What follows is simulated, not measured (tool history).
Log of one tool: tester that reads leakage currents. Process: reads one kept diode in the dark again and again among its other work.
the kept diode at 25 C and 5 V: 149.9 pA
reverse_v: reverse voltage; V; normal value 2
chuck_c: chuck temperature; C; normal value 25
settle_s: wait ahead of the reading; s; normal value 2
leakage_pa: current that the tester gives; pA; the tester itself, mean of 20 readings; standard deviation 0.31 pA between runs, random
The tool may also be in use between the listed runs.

Run 1, hour 0: usual settings. Result: leakage_pa 103.15 pA.
Run 2, hour 68.9: usual settings but reverse_v 1.25 V. Result: leakage_pa 84.44 pA.
Run 3, hour 137.2: usual settings but reverse_v 1.25 V, settle_s 5.8 s. Result: leakage_pa 84.52 pA.
Run 4, hour 216.5: usual settings but reverse_v 1.25 V, settle_s 5.8 s. Result: leakage_pa 84.78 pA.
Run 5, hour 294: usual settings but reverse_v 1.25 V, settle_s 5.8 s. Result: leakage_pa 84.2 pA.
Run 6, hour 351: usual settings but reverse_v 1.25 V, settle_s 5.8 s. Result: leakage_pa 84.56 pA.
Run 7, hour 464: usual settings but reverse_v 1.25 V, settle_s 5.8 s. Result: leakage_pa 84.43 pA.
Run 8, hour 561.2: usual settings but reverse_v 1.25 V, settle_s 5.8 s. Result: leakage_pa 84.6 pA.
Run 9, hour 653: usual settings but reverse_v 1.17 V, settle_s 1 s. Result: leakage_pa 82.08 pA.
Run 10, hour 742.8: usual settings but reverse_v 2.55 V, chuck_c 36 C, settle_s 0.58 s. Result: leakage_pa 277.76 pA.
Run 11, hour 794.6: usual settings but reverse_v 2.55 V, chuck_c 36 C, settle_s 0.58 s. Result: leakage_pa 277.93 pA.
Run 12, hour 898.6: usual settings but reverse_v 2.55 V, chuck_c 29 C, settle_s 0.31 s. Result: leakage_pa 159.61 pA.
Run 13, hour 986.3: usual settings but reverse_v 1.08 V, chuck_c 49 C, settle_s 9.34 s. Result: leakage_pa 519.48 pA.
Run 14, hour 1067.5: usual settings but reverse_v 1.08 V, chuck_c 49 C, settle_s 9.34 s. Result: leakage_pa 516.07 pA.
Run 15, hour 1144.9: usual settings but chuck_c 46 C. Result: leakage_pa 539.43 pA.

Below are 3 alternative next runs, each starting from the tool's condition after run 15. Predict each:
Run A, hour 1233.3: usual settings but reverse_v 6.49 V, chuck_c 57 C, settle_s 0.65 s. Result: leakage_pa ?.
Run B, hour 1233.3: usual settings but reverse_v 10.8 V, settle_s 0.5 s. Result: leakage_pa ?.
Run C, hour 1233.3: usual settings but chuck_c 30 C, settle_s 5.76 s. Result: leakage_pa ?.

run  leakage_pa
  A     1916.08
  B      209.48
  C      154.53
Without the tool's unlogged condition, the same runs would have read:
run  leakage_pa
  A     1917.52
  B      209.56
  C      154.65
